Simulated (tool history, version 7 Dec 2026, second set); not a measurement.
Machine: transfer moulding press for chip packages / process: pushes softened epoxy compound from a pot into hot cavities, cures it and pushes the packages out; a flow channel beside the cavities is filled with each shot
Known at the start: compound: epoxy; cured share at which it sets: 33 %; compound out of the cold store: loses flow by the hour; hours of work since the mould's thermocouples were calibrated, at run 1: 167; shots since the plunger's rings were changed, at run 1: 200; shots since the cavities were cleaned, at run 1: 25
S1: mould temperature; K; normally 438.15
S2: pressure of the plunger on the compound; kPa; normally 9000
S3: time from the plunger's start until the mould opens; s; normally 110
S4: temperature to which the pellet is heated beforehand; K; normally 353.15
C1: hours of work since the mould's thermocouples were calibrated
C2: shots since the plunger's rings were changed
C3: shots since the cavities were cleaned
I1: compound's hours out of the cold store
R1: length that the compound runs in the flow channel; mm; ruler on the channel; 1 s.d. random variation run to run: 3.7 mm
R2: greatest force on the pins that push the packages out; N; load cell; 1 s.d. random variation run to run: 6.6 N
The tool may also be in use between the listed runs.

run   hour      S1    S2   S3      S4   C1    C2   C3    I1   R1   R2
  1    0.0  438.15  9000  110  353.15  167   200   25  29.5  653  271
  2    7.7  438.15  9000  112  353.15  173   294  119  27.5  654  317
  3   14.0  438.15  9000  112  353.15  178   371  196  10.2  714  339
  4   22.6  438.15  9000  110  351.15  184   476  301  29.0  652  388
  5   29.4  438.15  9000  110  351.15  189   559  384  26.0  660  394
  6   34.1  438.15  9000  110  345.15  193   617  442  18.9  689  407
  7   43.4  438.15  9000  110  349.15  200   730  555  30.1  654  423
  8   47.8  438.15  9000  110  349.15  203   785  610  23.2  668  453
  9   52.4  438.15  9340  110  353.15  206   841  666  21.2  688  447
      56.9  -- cavities cleaned with cleaning compound and waxed
 10   63.5  438.15  9000  110  349.15  213   959   81  34.4  637  283
 11   70.8  438.15  9000  110  353.15  219  1047  169  26.8  654  313
 12   80.2  438.15  9000  110  353.15  226  1163  285  31.1  637  376
 13   88.7  438.15  9000  110  356.15  232  1267  389  26.4  660  400
 14   96.3  438.15  9000  110  356.15  238  1360  482  15.0  689  426
 15  102.1  438.15  9000  110  356.15  242  1431  553  30.8  640  409
 16  109.1  442.15  8350  110  353.15  247  1516  638   8.2  675  401
     115.5  -- cavities cleaned with cleaning compound and waxed
 17  117.8  442.15  8350  110  353.15  252  1604   28  40.8  577  252
 18  125.3  442.15  8350  110  353.15  258  1696  120   9.6  669  286
 19  130.4  442.15  8350  110  353.15  262  1758  182  44.9  572  289
 20  138.4  437.15  8460   93  353.15  268  1856  280  22.7  642  493
     141.4  -- mould's thermocouples calibrated
 21  149.6  438.15  9000  136  361.15    6  1969  393  33.4  636  366
 22  157.1  438.15  9000  136  361.15   12  2061  485  46.3  595  382
 23  162.8  438.15  9000  136  361.15   16  2131  555  38.5  616  375
 24  168.0  432.15  8920  117  351.15   20  2195  619  46.7  607  506
     173.1  -- mould's thermocouples calibrated, once more
     178.1  -- cavities cleaned with cleaning compound and waxed
 25  180.6  438.15  9000  110  353.15    4  2306   31   9.9  704  280
 26  190.5  438.15  7770  110  361.15   12  2427  152  39.0  573  330
 27  200.5  438.15  9000  110  353.15   19  2550  275  27.2  651  363
 28  210.1  441.15  9000  110  351.15   26  2667  392  46.2  587  366
 29  220.8  441.15  9000  106  353.15   34  2798  523  35.3  611  406

How would selected steps in R1 from run to run divide? Give the signed amount a tool lacking its hidden state would still show from settings, what came in and random variation, and the signed amount left for the hidden state, including any gauge scatter that is not in both of the compared results.
Hidden state present: true mould temperature over the reading, C; pressure that reaches the compound, % of what is set; grip of the stained cavities, % over clean ones'; drift of the gauge itself on flow_mm, %; drift of the gauge itself on push_out_n, %.
Run 16 -> 17: cavities cleaned with cleaning compound and waxed. R1 -98 mm: hidden state +2, all else -100.
Run 19 -> 20: S1 442.15 -> 437.15, S2 8350 -> 8460, S3 110 -> 93. R1 +70 mm: hidden state -3, all else +73.
Run 25 -> 26: S2 9000 -> 7770, S4 353.15 -> 361.15. R1 -131 mm: hidden state +3, all else -134.
